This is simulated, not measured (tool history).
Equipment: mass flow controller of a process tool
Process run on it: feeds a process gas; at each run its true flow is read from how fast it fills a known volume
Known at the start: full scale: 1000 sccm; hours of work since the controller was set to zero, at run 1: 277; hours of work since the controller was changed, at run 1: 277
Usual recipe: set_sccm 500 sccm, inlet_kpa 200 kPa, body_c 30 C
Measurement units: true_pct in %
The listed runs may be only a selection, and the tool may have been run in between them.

run    hour  set_sccm  inlet_kpa  body_c  hours of work since the controller was set to zero  hours of work since the controller was changed  true_pct
  1     0.0       500        200      30                                                 277                                             277     98.70
  2   117.7       500        200      30                                                 339                                             339     98.55
  3   206.6       500        200      30                                                 385                                             385     98.48
  4   287.7       500        200      25                                                 427                                             427     98.01
  5   354.0       500        200      24                                                 462                                             462     97.76
  6   460.3       500        200      24                                                 518                                             518     97.56
  7   551.3       500        247      24                                                 565                                             565     97.20
  8   652.0       500        262      30                                                 618                                             618     97.49
  9   727.6       500        262      30                                                 658                                             658     97.42
 10   831.4       500        200      29                                                 712                                             712     97.43
 11   908.9       500        200      29                                                 752                                             752     97.38
 12  1003.0       500        200      29                                                 802                                             802     97.42
 13  1055.7       500        200      29                                                 829                                             829     97.20
 14  1126.6       500        230      37                                                 866                                             866     97.66
 15  1224.7       440        230      37                                                 918                                             918     97.32
 16  1278.8       440        230      37                                                 946                                             946     97.14
 17  1361.7       500        265      33                                                 989                                             989     96.73
 18  1420.6       213        200      36                                                1020                                            1020     96.25
 19  1502.0       652        175      27                                                1063                                            1063     97.12
 20  1623.0       570        192      33                                                1126                                            1126     97.06

Run 21 has not been measured yet. What should we expect?
 21  1711.6       570        192      33                                                1172                                            1172         ?

true_pct: 96.97 %
The same run, on a tool lacking any hidden state, would have yielded true_pct 99.26 %.
